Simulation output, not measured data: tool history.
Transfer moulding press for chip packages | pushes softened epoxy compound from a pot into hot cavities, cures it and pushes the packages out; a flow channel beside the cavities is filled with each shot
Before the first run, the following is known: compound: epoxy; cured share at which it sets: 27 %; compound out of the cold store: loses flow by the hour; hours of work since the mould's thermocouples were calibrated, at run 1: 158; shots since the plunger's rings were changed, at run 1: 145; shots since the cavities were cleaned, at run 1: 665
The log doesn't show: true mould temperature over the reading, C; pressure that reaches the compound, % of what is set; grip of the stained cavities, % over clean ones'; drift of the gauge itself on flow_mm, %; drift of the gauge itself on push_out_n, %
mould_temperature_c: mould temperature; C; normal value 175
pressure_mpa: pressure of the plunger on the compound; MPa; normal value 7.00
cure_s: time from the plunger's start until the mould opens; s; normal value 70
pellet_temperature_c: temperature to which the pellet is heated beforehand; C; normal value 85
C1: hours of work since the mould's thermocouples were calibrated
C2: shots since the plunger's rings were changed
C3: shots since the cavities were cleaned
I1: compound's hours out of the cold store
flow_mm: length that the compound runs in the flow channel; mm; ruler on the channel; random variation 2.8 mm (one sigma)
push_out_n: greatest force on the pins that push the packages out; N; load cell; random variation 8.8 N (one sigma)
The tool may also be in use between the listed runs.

run 1 hour=0.0 | mould_temperature_c=175 pressure_mpa=7.00 cure_s=70 pellet_temperature_c=85 | C1=158 C2=145 C3=665 | I1=20.1 | flow_mm=841 push_out_n=822
-- hour=5.2 cavities cleaned with cleaning compound and waxed
run 2 hour=24.9 | mould_temperature_c=175 pressure_mpa=7.00 cure_s=70 pellet_temperature_c=85 | C1=173 C2=483 C3=284 | I1=39.0 | flow_mm=743 push_out_n=599
-- hour=56.2 cavities cleaned with cleaning compound and waxed
run 3 hour=65.2 | mould_temperature_c=175 pressure_mpa=6.80 cure_s=70 pellet_temperature_c=85 | C1=197 C2=1043 C3=129 | I1=37.4 | flow_mm=738 push_out_n=494
run 4 hour=91.3 | mould_temperature_c=175 pressure_mpa=7.00 cure_s=70 pellet_temperature_c=85 | C1=214 C2=1420 C3=506 | I1=20.9 | flow_mm=824 push_out_n=737
-- hour=107.6 cavities cleaned with cleaning compound and waxed
run 5 hour=116.2 | mould_temperature_c=175 pressure_mpa=7.00 cure_s=70 pellet_temperature_c=85 | C1=229 C2=1758 C3=124 | I1=39.5 | flow_mm=730 push_out_n=496
run 6 hour=143.1 | mould_temperature_c=175 pressure_mpa=7.00 cure_s=70 pellet_temperature_c=85 | C1=246 C2=2146 C3=512 | I1=16.4 | flow_mm=846 push_out_n=787
-- hour=158.6 cavities cleaned with cleaning compound and waxed
-- hour=176.7 plunger's sealing rings changed
run 7 hour=186.3 | mould_temperature_c=179 pressure_mpa=7.00 cure_s=70 pellet_temperature_c=85 | C1=271 C2=138 C3=364 | I1=29.7 | flow_mm=788 push_out_n=539
-- hour=211.8 cavities cleaned with cleaning compound and waxed
run 8 hour=214.2 | mould_temperature_c=179 pressure_mpa=7.00 cure_s=70 pellet_temperature_c=85 | C1=288 C2=519 C3=34 | I1=12.1 | flow_mm=879 push_out_n=389
run 9 hour=246.5 | mould_temperature_c=179 pressure_mpa=7.00 cure_s=70 pellet_temperature_c=85 | C1=309 C2=986 C3=501 | I1=16.2 | flow_mm=854 push_out_n=599
-- hour=264.9 cavities cleaned with cleaning compound and waxed
run 10 hour=288.7 | mould_temperature_c=175 pressure_mpa=7.00 cure_s=70 pellet_temperature_c=85 | C1=334 C2=1574 C3=345 | I1=45.9 | flow_mm=703 push_out_n=624
-- hour=315.3 cavities cleaned with cleaning compound and waxed
run 11 hour=330.2 | mould_temperature_c=170 pressure_mpa=7.00 cure_s=70 pellet_temperature_c=85 | C1=360 C2=2151 C3=216 | I1=33.1 | flow_mm=768 push_out_n=802
run 12 hour=355.8 | mould_temperature_c=175 pressure_mpa=7.00 cure_s=70 pellet_temperature_c=85 | C1=376 C2=2521 C3=586 | I1=25.5 | flow_mm=802 push_out_n=739
-- hour=363.8 plunger's sealing rings changed
-- hour=367.5 cavities cleaned with cleaning compound and waxed
run 13 hour=383.6 | mould_temperature_c=176 pressure_mpa=7.00 cure_s=70 pellet_temperature_c=85 | C1=392 C2=265 C3=233 | I1=36.5 | flow_mm=751 push_out_n=527
-- hour=419.1 cavities cleaned with cleaning compound and waxed
run 14 hour=426.6 | mould_temperature_c=176 pressure_mpa=7.00 cure_s=70 pellet_temperature_c=85 | C1=418 C2=864 C3=108 | I1=22.0 | flow_mm=828 push_out_n=499
run 15 hour=466.5 | mould_temperature_c=176 pressure_mpa=6.89 cure_s=70 pellet_temperature_c=85 | C1=443 C2=1440 C3=684 | I1=45.4 | flow_mm=708 push_out_n=733
-- hour=469.9 cavities cleaned with cleaning compound and waxed
run 16 hour=488.1 | mould_temperature_c=176 pressure_mpa=6.89 cure_s=55 pellet_temperature_c=85 | C1=456 C2=1730 C3=262 | I1=40.4 | flow_mm=725 push_out_n=1020
-- hour=493.1 mould's thermocouples calibrated
-- hour=522.3 cavities cleaned with cleaning compound and waxed
run 17 hour=524.5 | mould_temperature_c=182 pressure_mpa=7.00 cure_s=70 pellet_temperature_c=85 | C1=19 C2=2205 C3=31 | I1=20.2 | flow_mm=821 push_out_n=319
-- hour=554.2 plunger's sealing rings changed
run 18 hour=565.2 | mould_temperature_c=175 pressure_mpa=7.00 cure_s=68 pellet_temperature_c=87 | C1=43 C2=158 C3=583 | I1=38.6 | flow_mm=751 push_out_n=820

Run 19 comes next. What will it give?
-- hour=577.3 mould's thermocouples calibrated, once more
-- hour=578.8 cavities cleaned with cleaning compound and waxed
run 19 hour=597.8 | mould_temperature_c=174 pressure_mpa=8.33 cure_s=68 pellet_temperature_c=89 | C1=12 C2=579 C3=274 | I1=47.7 | flow_mm=? push_out_n=?

{"run 19": {"flow_mm": 765, "push_out_n": 614}}
Minus the tool's unlogged condition, the same run would have read flow_mm 769 mm, push_out_n 405 N.
